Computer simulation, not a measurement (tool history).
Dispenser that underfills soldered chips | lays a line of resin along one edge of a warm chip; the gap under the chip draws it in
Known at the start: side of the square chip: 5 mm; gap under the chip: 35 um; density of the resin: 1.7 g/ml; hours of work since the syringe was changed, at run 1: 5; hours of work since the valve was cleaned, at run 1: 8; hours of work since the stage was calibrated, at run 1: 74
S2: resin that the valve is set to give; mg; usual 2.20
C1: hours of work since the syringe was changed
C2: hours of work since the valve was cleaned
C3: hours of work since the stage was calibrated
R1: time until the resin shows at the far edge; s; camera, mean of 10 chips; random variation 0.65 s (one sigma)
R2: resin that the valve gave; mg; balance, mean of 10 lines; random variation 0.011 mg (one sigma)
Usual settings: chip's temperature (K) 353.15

{"run": 1, "hour": 0.0, "chip's temperature (K)": 353.15, "S2": 2.2, "C1": 5, "C2": 8, "C3": 74, "R1": 79.3, "R2": 2.19}
{"run": 2, "hour": 2.8, "chip's temperature (K)": 353.15, "S2": 2.2, "C1": 7, "C2": 10, "C3": 76, "R1": 91.3, "R2": 2.18}
{"hour": 7.5, "done": "new syringe of resin"}
{"run": 3, "hour": 7.9, "chip's temperature (K)": 353.15, "S2": 2.2, "C1": 0, "C2": 14, "C3": 80, "R1": 59.8, "R2": 2.16}
{"run": 4, "hour": 12.3, "chip's temperature (K)": 365.15, "S2": 2.2, "C1": 4, "C2": 17, "C3": 84, "R1": 52.1, "R2": 2.18}
{"run": 5, "hour": 15.9, "chip's temperature (K)": 353.15, "S2": 2.2, "C1": 7, "C2": 20, "C3": 87, "R1": 87.8, "R2": 2.17}
{"run": 6, "hour": 19.8, "chip's temperature (K)": 353.15, "S2": 2.83, "C1": 10, "C2": 23, "C3": 90, "R1": 102.0, "R2": 2.74}
{"hour": 21.0, "done": "new syringe of resin"}
{"run": 7, "hour": 25.0, "chip's temperature (K)": 353.15, "S2": 2.2, "C1": 3, "C2": 27, "C3": 94, "R1": 70.4, "R2": 2.14}
{"run": 8, "hour": 29.4, "chip's temperature (K)": 353.15, "S2": 2.2, "C1": 7, "C2": 31, "C3": 97, "R1": 86.1, "R2": 2.15}
{"run": 9, "hour": 32.6, "chip's temperature (K)": 353.15, "S2": 2.2, "C1": 9, "C2": 33, "C3": 100, "R1": 102.6, "R2": 2.14}
{"hour": 34.8, "done": "new syringe of resin"}
{"run": 10, "hour": 36.3, "chip's temperature (K)": 353.15, "S2": 2.2, "C1": 1, "C2": 36, "C3": 102, "R1": 64.6, "R2": 2.13}
{"run": 11, "hour": 41.9, "chip's temperature (K)": 360.15, "S2": 2.2, "C1": 6, "C2": 40, "C3": 107, "R1": 67.5, "R2": 2.13}
{"run": 12, "hour": 47.1, "chip's temperature (K)": 353.15, "S2": 2.2, "C1": 10, "C2": 45, "C3": 111, "R1": 106.1, "R2": 2.11}
{"hour": 48.4, "done": "new syringe of resin"}
{"run": 13, "hour": 51.5, "chip's temperature (K)": 353.15, "S2": 2.2, "C1": 2, "C2": 48, "C3": 114, "R1": 68.4, "R2": 2.1}
{"run": 14, "hour": 54.0, "chip's temperature (K)": 353.15, "S2": 2.2, "C1": 4, "C2": 50, "C3": 116, "R1": 76.5, "R2": 2.1}
{"run": 15, "hour": 58.3, "chip's temperature (K)": 353.15, "S2": 2.2, "C1": 8, "C2": 53, "C3": 120, "R1": 92.7, "R2": 2.09}
{"hour": 62.0, "done": "new syringe of resin"}
{"run": 16, "hour": 62.5, "chip's temperature (K)": 343.15, "S2": 2.2, "C1": 0, "C2": 56, "C3": 123, "R1": 88.2, "R2": 2.08}
{"run": 17, "hour": 67.6, "chip's temperature (K)": 343.15, "S2": 2.2, "C1": 4, "C2": 60, "C3": 127, "R1": 108.9, "R2": 2.07}
{"run": 18, "hour": 72.5, "chip's temperature (K)": 340.15, "S2": 2.2, "C1": 8, "C2": 64, "C3": 131, "R1": 150.7, "R2": 2.06}
{"hour": 75.5, "done": "new syringe of resin"}
{"run": 19, "hour": 76.7, "chip's temperature (K)": 340.15, "S2": 2.2, "C1": 1, "C2": 67, "C3": 134, "R1": 100.6, "R2": 2.06}
{"hour": 83.0, "done": "dispensing valve cleaned and set on the balance"}
{"run": 20, "hour": 83.1, "chip's temperature (K)": 339.15, "S2": 2.81, "C1": 5, "C2": 0, "C3": 138, "R1": 128.5, "R2": 2.8}
{"run": 21, "hour": 85.4, "chip's temperature (K)": 345.15, "S2": 2.43, "C1": 7, "C2": 2, "C3": 140, "R1": 116.4, "R2": 2.42}
{"run": 22, "hour": 88.8, "chip's temperature (K)": 349.15, "S2": 2.2, "C1": 10, "C2": 5, "C3": 143, "R1": 118.8, "R2": 2.16}
{"hour": 90.0, "done": "new syringe of resin"}
{"run": 23, "hour": 92.2, "chip's temperature (K)": 342.15, "S2": 1.92, "C1": 2, "C2": 7, "C3": 145, "R1": 99.3, "R2": 1.92}
{"run": 24, "hour": 97.1, "chip's temperature (K)": 342.15, "S2": 1.92, "C1": 6, "C2": 11, "C3": 149, "R1": 124.6, "R2": 1.9}
{"run": 25, "hour": 100.1, "chip's temperature (K)": 363.15, "S2": 2.35, "C1": 8, "C2": 13, "C3": 151, "R1": 68.3, "R2": 2.29}
{"hour": 103.8, "done": "new syringe of resin"}
{"run": 26, "hour": 104.8, "chip's temperature (K)": 363.15, "S2": 2.35, "C1": 1, "C2": 17, "C3": 155, "R1": 46.2, "R2": 2.3}
{"run": 27, "hour": 108.0, "chip's temperature (K)": 363.15, "S2": 2.04, "C1": 3, "C2": 19, "C3": 158, "R1": 53.1, "R2": 1.98}
{"run": 28, "hour": 113.6, "chip's temperature (K)": 363.15, "S2": 2.11, "C1": 8, "C2": 24, "C3": 162, "R1": 69.1, "R2": 2.06}
{"run": 29, "hour": 116.9, "chip's temperature (K)": 349.15, "S2": 2.2, "C1": 10, "C2": 26, "C3": 165, "R1": 125.1, "R2": 2.14}
{"hour": 117.5, "done": "new syringe of resin"}
{"run": 30, "hour": 119.9, "chip's temperature (K)": 346.15, "S2": 2.33, "C1": 2, "C2": 29, "C3": 167, "R1": 84.1, "R2": 2.24}
{"run": 31, "hour": 124.3, "chip's temperature (K)": 346.15, "S2": 2.68, "C1": 5, "C2": 32, "C3": 170, "R1": 103.0, "R2": 2.59}
{"run": 32, "hour": 127.2, "chip's temperature (K)": 366.15, "S2": 1.94, "C1": 8, "C2": 34, "C3": 173, "R1": 64.8, "R2": 1.85}
{"run": 33, "hour": 130.2, "chip's temperature (K)": 366.15, "S2": 1.94, "C1": 10, "C2": 37, "C3": 175, "R1": 76.2, "R2": 1.86}
{"hour": 131.3, "done": "new syringe of resin"}
{"run": 34, "hour": 134.6, "chip's temperature (K)": 339.15, "S2": 2.34, "C1": 3, "C2": 40, "C3": 178, "R1": 115.6, "R2": 2.26}
{"run": 35, "hour": 137.5, "chip's temperature (K)": 353.15, "S2": 1.9, "C1": 5, "C2": 42, "C3": 181, "R1": 84.6, "R2": 1.82}

5 ways to go on from here, each from the tool as it stands after run 35. What would each give?
{"run": "A", "hour": 142.4, "chip's temperature (K)": 353.15, "S2": 2.55, "C1": 9, "C2": 46, "C3": 185, "R1": "?", "R2": "?"}
{"run": "B", "hour": 142.4, "chip's temperature (K)": 366.15, "S2": 2.88, "C1": 9, "C2": 46, "C3": 185, "R1": "?", "R2": "?"}
{"run": "C", "hour": 142.4, "chip's temperature (K)": 367.15, "S2": 2.2, "C1": 9, "C2": 46, "C3": 185, "R1": "?", "R2": "?"}
{"run": "D", "hour": 142.4, "chip's temperature (K)": 353.15, "S2": 2.53, "C1": 9, "C2": 46, "C3": 185, "R1": "?", "R2": "?"}
{"run": "E", "hour": 142.4, "chip's temperature (K)": 365.15, "S2": 2.76, "C1": 9, "C2": 46, "C3": 185, "R1": "?", "R2": "?"}

run=A R1=98.7 R2=2.44
run=B R1=64.2 R2=2.77
run=C R1=65.8 R2=2.10
run=D R1=99.2 R2=2.42
run=E R1=67.5 R2=2.61
Without the tool's hidden state the same runs would have given:
run=A R1=56.9 R2=2.55
run=B R1=37.0 R2=2.90
run=C R1=37.9 R2=2.20
run=D R1=56.9 R2=2.53
run=E R1=39.2 R2=2.74
